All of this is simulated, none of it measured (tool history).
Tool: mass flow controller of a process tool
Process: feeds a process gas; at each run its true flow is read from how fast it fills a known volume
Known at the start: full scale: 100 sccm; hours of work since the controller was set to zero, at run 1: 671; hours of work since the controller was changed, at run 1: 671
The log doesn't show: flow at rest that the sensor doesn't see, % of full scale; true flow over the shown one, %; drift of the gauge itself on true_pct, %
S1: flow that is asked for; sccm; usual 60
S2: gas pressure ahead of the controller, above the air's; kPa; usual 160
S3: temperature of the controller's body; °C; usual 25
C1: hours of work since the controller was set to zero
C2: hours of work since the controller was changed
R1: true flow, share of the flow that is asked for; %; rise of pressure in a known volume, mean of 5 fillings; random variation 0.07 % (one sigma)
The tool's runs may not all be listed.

run    hour  S1   S2  S3    C1    C2     R1
  1     0.0  60  160  25   671   671  98.64
  2    94.2  60  160  25   722   722  98.59
  3   243.8  60  160  25   802   802  98.41
  4   385.9  60  160  25   878   878  98.41
  5   537.5  60  160  25   959   959  98.43
  6   678.2  60  231  25  1034  1034  98.66
  7   776.8  60  231  25  1087  1087  98.69
  8   898.5  60  231  25  1152  1152  98.74
  9  1001.3  60  231  25  1207  1207  98.78
 10  1151.0  60  241  25  1288  1288  98.78
 11  1277.0  60  160  35  1355  1355  97.31
 12  1390.2  60  160  35  1416  1416  97.36
 13  1548.0  60  205  25  1500  1500  98.42
     1555.7  -- controller's zero set anew
 14  1644.1  60  205  25    47  1551  98.28
 15  1792.5  60  205  25   127  1631  98.31
 16  1937.5  60  205  25   204  1708  98.30
 17  2054.3  60  160  29   267  1771  97.52
 18  2175.8  60  160  29   332  1836  97.55
 19  2313.4  60  160  29   406  1910  97.50
     2338.7  -- controller's zero set anew, once more
 20  2414.1  60  160  37    40  1963  96.95
 21  2528.7  60  160  40   102  2025  96.54
 22  2678.1  60  160  40   182  2105  96.73
 23  2761.4  46  160  25   226  2149  97.76
 24  2892.5  60  160  25   297  2220  97.91
 25  2987.1  60  142  25   347  2270  97.85
 26  3153.9  60  166  25   437  2360  97.88
 27  3303.3  19  221  25   517  2440  97.20
 28  3447.3  60  200  26   594  2517  97.93
 29  3532.3  87  176  25   639  2562  98.64
 30  3666.0  60  168  33   711  2634  97.01
 31  3749.0  23  153  33   755  2678  96.01
 32  3885.8  23  153  33   829  2752  95.85
 33  4017.4  23  153  33   899  2822  95.90
 34  4176.1  28  160  25   984  2907  96.81
 35  4290.2  14  172  25  1045  2968  96.28
 36  4432.6  30  199  25  1121  3045  96.97
 37  4516.7  86  199  25  1167  3090  98.52
 38  4589.4  30  219  40  1205  3128  95.54
 39  4761.2  30  219  40  1297  3220  95.71
 40  4909.0  30  219  40  1377  3300  95.58
 41  5059.0  17  150  25  1457  3380  96.01
 42  5160.8  40  182  21  1511  3435  97.36
 43  5303.6  40  182  21  1588  3511  97.40
 44  5416.8  60  160  29  1649  3572  97.10
 45  5497.5  60  252  25  1692  3615  97.85
 46  5651.8  60  252  25  1774  3697  97.78
 47  5766.6  62  257  38  1836  3759  96.64

Measured less the same run without the tool's hidden state. The same run-to-run variation is in both; the gauge's scatter may not be:
run     R1
  1  -0.36
  2  -0.39
  3  -0.42
  4  -0.45
  5  -0.49
  6  -0.52
  7  -0.54
  8  -0.57
  9  -0.60
 10  -0.63
 11  -0.67
 12  -0.69
 13  -0.72
 14  -0.85
 15  -0.88
 16  -0.91
 17  -0.94
 18  -0.97
 19  -1.00
 20  -0.81
 21  -0.84
 22  -0.87
 23  -0.93
 24  -0.93
 25  -0.94
 26  -0.99
 27  -1.32
 28  -1.06
 29  -1.04
 30  -1.11
 31  -1.39
 32  -1.42
 33  -1.46
 34  -1.43
 35  -1.86
 36  -1.48
 37  -1.26
 38  -1.52
 39  -1.57
 40  -1.61
 41  -1.99
 42  -1.58
 43  -1.61
 44  -1.53
 45  -1.54
 46  -1.58
 47  -1.60
